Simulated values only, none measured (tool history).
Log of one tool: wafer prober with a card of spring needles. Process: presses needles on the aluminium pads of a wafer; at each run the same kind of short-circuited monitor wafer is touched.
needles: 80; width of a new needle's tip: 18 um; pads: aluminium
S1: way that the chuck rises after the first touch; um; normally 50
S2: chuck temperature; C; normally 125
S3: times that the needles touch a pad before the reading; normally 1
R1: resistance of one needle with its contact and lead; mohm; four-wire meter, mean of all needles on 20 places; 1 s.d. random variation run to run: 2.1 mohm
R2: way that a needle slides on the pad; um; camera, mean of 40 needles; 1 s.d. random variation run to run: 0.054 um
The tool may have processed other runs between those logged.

run,hour,S1,S2,S3,R1,R2
1,0.0,50,125,1,610,10.22
# hour 3.6: tips cleaned on abrasive film
# hour 32.8: tips cleaned on abrasive film
2,42.0,50,125,1,484,10.21
# hour 59.6: tips cleaned on abrasive film
3,83.6,50,125,1,645,10.23
# hour 86.3: tips cleaned on abrasive film
# hour 112.2: tips cleaned on abrasive film
4,119.0,33,125,1,722,6.54
# hour 139.9: tips cleaned on abrasive film
5,146.8,33,125,3,417,6.56
# hour 166.7: tips cleaned on abrasive film
6,175.8,33,125,3,493,6.55
# hour 193.1: tips cleaned on abrasive film
# hour 218.7: tips cleaned on abrasive film
7,226.7,33,125,1,774,6.48
# hour 246.0: tips cleaned on abrasive film
8,248.4,50,125,1,339,10.20
# hour 272.5: tips cleaned on abrasive film
9,272.5,50,125,1,266,10.07
10,297.6,36,125,1,1120,7.12
# hour 300.0: tips cleaned on abrasive film
# hour 325.7: tips cleaned on abrasive film
11,343.6,51,125,1,618,10.20
# hour 352.4: tips cleaned on abrasive film
# hour 362.8: height of the first contact set anew
# hour 381.3: tips cleaned on abrasive film
12,389.6,50,125,2,377,10.42
# hour 409.8: tips cleaned on abrasive film
13,415.8,50,125,3,310,10.41
# hour 435.6: tips cleaned on abrasive film
14,441.6,50,125,3,299,10.49
# hour 461.1: tips cleaned on abrasive film
15,465.8,51,125,3,289,10.62
# hour 486.7: tips cleaned on abrasive film
16,502.2,47,100,1,614,9.78
# hour 513.6: tips cleaned on abrasive film
# hour 541.3: tips cleaned on abrasive film
17,551.7,47,100,1,563,9.67
# hour 570.6: tips cleaned on abrasive film
18,580.8,48,125,1,516,9.87
# hour 597.7: tips cleaned on abrasive film
19,608.2,48,52,1,578,9.89

Below are 5 alternative next runs, each starting from the tool's condition after run 19. Predict each:
# hour 624.8: tips cleaned on abrasive film
A,632.7,40,52,1,?,?
# hour 624.8: tips cleaned on abrasive film
B,632.7,50,25,1,?,?
# hour 624.8: tips cleaned on abrasive film
C,632.7,48,115,1,?,?
# hour 624.8: tips cleaned on abrasive film
D,632.7,64,125,1,?,?
# hour 624.8: tips cleaned on abrasive film
E,632.7,37,76,1,?,?

run,R1,R2
A,586,8.22
B,452,10.31
C,466,9.81
D,357,13.40
E,645,7.55
Without the tool's hidden state the same runs would have given:
run,R1,R2
A,224,8.40
B,208,10.49
C,235,10.00
D,225,13.58
E,236,7.73
